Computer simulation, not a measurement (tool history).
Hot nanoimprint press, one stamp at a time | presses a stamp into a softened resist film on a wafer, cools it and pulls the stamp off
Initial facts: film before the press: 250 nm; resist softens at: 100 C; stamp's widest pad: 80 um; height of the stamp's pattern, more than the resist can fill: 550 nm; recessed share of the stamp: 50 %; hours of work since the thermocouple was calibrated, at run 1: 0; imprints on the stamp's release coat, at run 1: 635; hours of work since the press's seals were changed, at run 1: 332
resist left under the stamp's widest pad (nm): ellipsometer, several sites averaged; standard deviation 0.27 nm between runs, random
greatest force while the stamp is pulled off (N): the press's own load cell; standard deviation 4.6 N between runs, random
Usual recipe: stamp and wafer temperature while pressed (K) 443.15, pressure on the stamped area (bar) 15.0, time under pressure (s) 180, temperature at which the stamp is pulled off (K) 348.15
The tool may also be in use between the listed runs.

run,hour,stamp and wafer temperature while pressed (K),pressure on the stamped area (bar),time under pressure (s),temperature at which the stamp is pulled off (K),hours of work since the thermocouple was calibrated,imprints on the stamp's release coat,hours of work since the press's seals were changed,resist left under the stamp's widest pad (nm),greatest force while the stamp is pulled off (N)
1,0.0,443.15,15.0,180,348.15,0,635,332,127.5,254
2,50.1,443.15,15.0,180,348.15,35,896,367,127.7,268
# hour 93.8: stamp cleaned and given a new release coat
3,108.8,443.15,15.0,180,348.15,71,78,403,126.9,230
4,166.1,443.15,15.0,180,348.15,111,376,443,126.3,241
5,206.0,443.15,21.2,180,348.15,138,584,470,104.0,254
6,266.1,443.15,21.2,180,348.15,180,898,512,103.7,278
# hour 308.2: stamp cleaned and given a new release coat
7,323.0,443.15,15.0,180,339.15,215,77,547,125.3,287
8,374.1,443.15,15.0,180,348.15,250,343,582,125.6,243
9,421.6,443.15,15.0,180,348.15,283,590,615,125.0,252
10,460.0,440.15,15.0,155,348.15,310,790,642,143.1,257
11,494.2,445.15,15.0,170,348.15,333,969,665,118.5,282
# hour 524.1: stamp cleaned and given a new release coat
12,529.2,431.15,15.0,180,348.15,353,26,685,181.1,223
# hour 585.4: plate thermocouple calibrated
13,597.8,443.15,22.9,180,348.15,9,368,731,102.0,236
14,627.1,443.15,22.9,180,348.15,29,521,751,101.2,250
15,677.5,443.15,22.9,180,348.15,64,784,786,101.3,274

Run 16 is up next; what results do you expect?
16,710.8,443.15,13.3,180,353.15,87,957,809,?,?

For run 16 the tool returned resist left under the stamp's widest pad (nm) 135.3, greatest force while the stamp is pulled off (N) 230.
With the hidden condition absent and the run-to-run variation left alone, this run would have shown resist left under the stamp's widest pad (nm) 134.7, greatest force while the stamp is pulled off (N) 189.

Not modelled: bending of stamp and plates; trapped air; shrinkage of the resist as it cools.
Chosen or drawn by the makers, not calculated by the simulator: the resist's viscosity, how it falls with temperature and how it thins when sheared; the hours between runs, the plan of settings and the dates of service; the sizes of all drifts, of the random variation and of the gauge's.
